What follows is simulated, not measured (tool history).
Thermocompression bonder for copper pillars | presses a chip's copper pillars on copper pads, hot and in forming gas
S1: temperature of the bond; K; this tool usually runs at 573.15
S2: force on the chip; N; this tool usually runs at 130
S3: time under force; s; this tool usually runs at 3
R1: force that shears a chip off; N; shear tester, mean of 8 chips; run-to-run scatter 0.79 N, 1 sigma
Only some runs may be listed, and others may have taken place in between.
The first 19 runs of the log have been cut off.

run,hour,S1,S2,S3,R1
20,119.5,575.15,130,3,56.2
21,125.7,575.15,130,3,56.6
22,133.9,575.15,130,3,55.2
23,141,551.15,84,3,33.7
24,150.3,551.15,84,3,33.3
25,157.1,551.15,113,3,39.4
26,161.3,543.15,188,4,48.6
27,169.3,543.15,188,4,51
28,174.8,563.15,130,3,49
29,180.5,596.15,128,3,64.5
# hour 186.8: forming gas filter changed
30,187.9,596.15,128,3,70.2
31,195.9,573.15,130,7,71.2
32,203.6,546.15,177,7,61.3
33,210.4,556.15,106,8,58.8
34,218.2,547.15,156,8,61.7
35,226.5,547.15,153,2,40.7
36,231,566.15,177,3,59.6
37,236.7,566.15,177,3,59.1
38,241.3,566.15,177,3,60
39,248.9,566.15,177,3,60.4
40,255.9,566.15,177,3,59.5

Predict each of these 4 candidate next runs independently; none follows another, all start after run 40:
A,265.4,573.15,86,2,?
B,265.4,547.15,168,3,?
C,265.4,563.15,108,2,?
D,265.4,573.15,119,3,?

run,R1
A,40.1
B,45.3
C,39.2
D,52.9
The same runs, with their run-to-run variation unchanged, on a tool lacking any hidden condition would have given:
run,R1
A,44.6
B,50.4
C,43.7
D,58
